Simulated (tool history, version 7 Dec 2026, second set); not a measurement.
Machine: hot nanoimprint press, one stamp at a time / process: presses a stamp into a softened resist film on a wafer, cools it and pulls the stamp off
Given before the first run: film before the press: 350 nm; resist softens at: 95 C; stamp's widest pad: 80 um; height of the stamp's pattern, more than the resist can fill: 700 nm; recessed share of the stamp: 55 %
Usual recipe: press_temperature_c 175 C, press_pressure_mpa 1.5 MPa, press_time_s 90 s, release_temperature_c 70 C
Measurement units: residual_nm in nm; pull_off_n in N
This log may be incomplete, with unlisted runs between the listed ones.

run	hour	press_temperature_c	press_pressure_mpa	press_time_s	release_temperature_c	residual_nm	pull_off_n
1	0	175	1.5	90	70	198.9	200
2	4.9	175	1.5	90	70	199.2	188
3	12.4	175	1.5	90	70	197.5	190
4	22.5	175	1.5	90	70	199.7	193
5	29.2	175	1.5	90	70	199.1	201
6	37.6	175	1.5	90	70	198	192
7	47.2	175	1.77	90	70	182.5	188
8	58.2	175	1.77	90	70	182.2	193
9	65.4	175	1.5	90	70	200	196
10	75.5	175	1.5	109	70	187.2	206
11	82.7	175	1.5	109	70	187.2	188
12	87.7	175	1.5	109	70	187.9	191
13	98.1	175	1.5	90	70	198.8	198
14	103.9	175	1.5	90	70	199.9	197
15	113.8	175	1.5	90	70	200.7	192
16	119.7	175	2.28	90	70	159.1	193
17	130.2	167	1.53	90	70	248.9	197
18	135.9	175	1.5	53	63	228.6	216
19	145.3	175	1.5	144	67	173.1	196

Branching from run 19: 5 alternative next runs. What would each branch give?
A	153	175	2.08	144	67	?	?
B	153	175	1.5	144	57	?	?
C	153	175	1.5	77	70	?	?
D	153	175	0.92	113	67	?	?
E	153	183	1.4	149	70	?	?

run	residual_nm	pull_off_n
A	144.7	199
B	172.4	237
C	209.4	192
D	236.1	200
E	134.7	195
Had the tool no hidden state, the same runs would have come out as:
run	residual_nm	pull_off_n
A	144.6	196
B	172.2	234
C	209.2	190
D	235.9	198
E	134.6	192
